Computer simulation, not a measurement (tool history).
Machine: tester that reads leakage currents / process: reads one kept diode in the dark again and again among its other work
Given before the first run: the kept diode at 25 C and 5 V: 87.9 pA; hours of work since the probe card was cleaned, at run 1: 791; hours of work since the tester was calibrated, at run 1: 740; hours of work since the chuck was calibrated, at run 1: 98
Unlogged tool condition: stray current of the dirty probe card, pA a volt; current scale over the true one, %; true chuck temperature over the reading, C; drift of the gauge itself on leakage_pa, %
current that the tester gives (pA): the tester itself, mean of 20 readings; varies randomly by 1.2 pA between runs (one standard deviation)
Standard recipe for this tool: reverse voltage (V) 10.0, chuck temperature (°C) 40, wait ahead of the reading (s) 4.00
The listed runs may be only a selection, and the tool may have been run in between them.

run	hour	reverse voltage (V)	chuck temperature (°C)	wait ahead of the reading (s)	hours of work since the probe card was cleaned	hours of work since the tester was calibrated	hours of work since the chuck was calibrated	current that the tester gives (pA)
1	0.0	10.0	40	4.00	791	740	98	402.08
2	24.5	10.0	40	4.00	801	750	108	399.86
3	55.5	10.0	21	4.00	815	764	121	93.99
4	86.8	10.0	21	4.00	828	777	135	93.37
5	113.1	10.0	21	4.00	840	788	146	94.16
6	145.6	10.0	21	4.00	854	802	160	93.69
7	175.4	10.0	21	4.00	866	815	173	93.57
8	201.9	10.0	35	4.00	878	827	184	276.19
9	221.8	10.0	35	4.00	886	835	193	275.20
10	241.2	10.0	38	4.00	895	843	201	344.43
11	267.7	10.0	38	4.00	906	855	213	344.25
12	306.0	10.0	38	4.00	922	871	229	343.72
13	342.6	1.8	40	4.00	938	887	245	166.19
14	377.0	1.8	40	4.00	953	902	260	166.32
15	403.8	1.8	40	0.81	964	913	271	166.36
16	428.7	1.8	40	0.81	975	924	282	165.59
17	461.5	3.2	53	4.21	989	938	296	554.13
18	493.1	6.8	46	4.21	1003	952	309	499.51
19	522.0	6.8	46	4.21	1015	964	322	497.81
20	544.5	1.0	30	1.57	1025	974	331	57.37
21	580.5	1.3	34	1.59	1040	989	347	89.39
22	609.2	8.5	27	3.24	1053	1002	359	135.99
23	641.5	3.1	39	2.49	1067	1015	373	201.56
24	683.8	10.0	38	5.77	1085	1034	391	340.01
25	710.5	6.1	49	2.54	1096	1045	403	581.45

Measured minus without-hidden-state, run by run (identical run-to-run variation in each term; gauge scatter may differ):
run	current that the tester gives (pA)
1	+0.80
2	+0.55
3	+3.80
4	+3.73
5	+3.75
6	+3.69
7	+3.66
8	+0.56
9	+0.44
10	-0.87
11	-1.12
12	-1.48
13	-2.62
14	-2.79
15	-2.92
16	-3.04
17	-11.45
18	-8.87
19	-9.24
20	-1.12
21	-1.95
22	+0.99
23	-4.48
24	-4.83
25	-14.95

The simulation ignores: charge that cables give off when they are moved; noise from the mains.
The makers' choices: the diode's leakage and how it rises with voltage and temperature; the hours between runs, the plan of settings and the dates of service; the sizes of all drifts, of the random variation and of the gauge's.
